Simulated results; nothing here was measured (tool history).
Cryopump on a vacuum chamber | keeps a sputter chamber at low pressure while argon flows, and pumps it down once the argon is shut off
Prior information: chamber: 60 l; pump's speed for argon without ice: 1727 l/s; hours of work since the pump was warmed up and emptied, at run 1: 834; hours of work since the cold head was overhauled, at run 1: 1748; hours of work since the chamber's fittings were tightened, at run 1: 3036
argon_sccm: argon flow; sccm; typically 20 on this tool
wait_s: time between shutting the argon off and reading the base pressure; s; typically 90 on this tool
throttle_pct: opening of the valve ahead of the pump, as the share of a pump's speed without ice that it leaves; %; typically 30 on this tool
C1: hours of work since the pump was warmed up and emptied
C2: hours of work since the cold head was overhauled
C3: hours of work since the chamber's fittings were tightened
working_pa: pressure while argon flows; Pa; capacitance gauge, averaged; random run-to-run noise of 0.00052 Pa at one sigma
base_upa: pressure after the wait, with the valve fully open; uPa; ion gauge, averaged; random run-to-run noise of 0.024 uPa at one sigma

Run 1, hour 0: usual settings; C1 834; C2 1748; C3 3036. Result: working_pa 0.0732 Pa, base_upa 1.63 uPa.
Run 2, hour 43: usual settings; C1 863; C2 1777; C3 3066. Result: working_pa 0.072 Pa, base_upa 1.63 uPa.
At hour 53.5: pump warmed up, emptied and cooled again.
Run 3, hour 109.4: usual settings; C1 38; C2 1819; C3 3107. Result: working_pa 0.0657 Pa, base_upa 1.4 uPa.
Run 4, hour 184.2: usual settings; C1 89; C2 1869; C3 3158. Result: working_pa 0.0665 Pa, base_upa 1.38 uPa.
Run 5, hour 275.4: usual settings; C1 150; C2 1931; C3 3220. Result: working_pa 0.0668 Pa, base_upa 1.46 uPa.
Run 6, hour 361.7: usual settings but argon_sccm 15 sccm, wait_s 136 s, throttle_pct 54 %; C1 209; C2 1990; C3 3278. Result: working_pa 0.0281 Pa, base_upa 1.24 uPa.
At hour 442.3: leaking fittings of the chamber tightened, without venting.
Run 7, hour 456.2: usual settings but argon_sccm 10 sccm, wait_s 136 s, throttle_pct 54 %; C1 272; C2 2052; C3 9. Result: working_pa 0.019 Pa, base_upa 0.67 uPa.
Run 8, hour 512: usual settings but argon_sccm 10 sccm, wait_s 136 s, throttle_pct 54 %; C1 309; C2 2090; C3 47. Result: working_pa 0.0198 Pa, base_upa 0.7 uPa.
Run 9, hour 574.2: usual settings but argon_sccm 10 sccm, wait_s 136 s, throttle_pct 54 %; C1 352; C2 2132; C3 89. Result: working_pa 0.019 Pa, base_upa 0.67 uPa.
Run 10, hour 652.3: usual settings but wait_s 109 s, throttle_pct 26 %; C1 405; C2 2185; C3 142. Result: working_pa 0.079 Pa, base_upa 0.81 uPa.

For some of the steps in working_pa from one run to the next: how much would appear even if the tool had no hidden state, given the settings, what came in and random variation, and how much remains for the hidden state plus any gauge scatter that the measured result and the result without hidden state don't share?
Hidden state present: pump's speed, % of a pump's without ice; cold plate's temperature, K; leak into the chamber, uPa l/s; drift of the gauge itself on working_pa, %; drift of the gauge itself on base_upa, %.
Run 2 -> 3: pump warmed up, emptied and cooled again. working_pa -0.0063 Pa: hidden state -0.0074, all else +0.0011.
Run 9 -> 10: argon_sccm 10 -> 20, wait_s 136 -> 109, throttle_pct 54 -> 26. working_pa +0.06 Pa: hidden state +0.0018, all else +0.0582.

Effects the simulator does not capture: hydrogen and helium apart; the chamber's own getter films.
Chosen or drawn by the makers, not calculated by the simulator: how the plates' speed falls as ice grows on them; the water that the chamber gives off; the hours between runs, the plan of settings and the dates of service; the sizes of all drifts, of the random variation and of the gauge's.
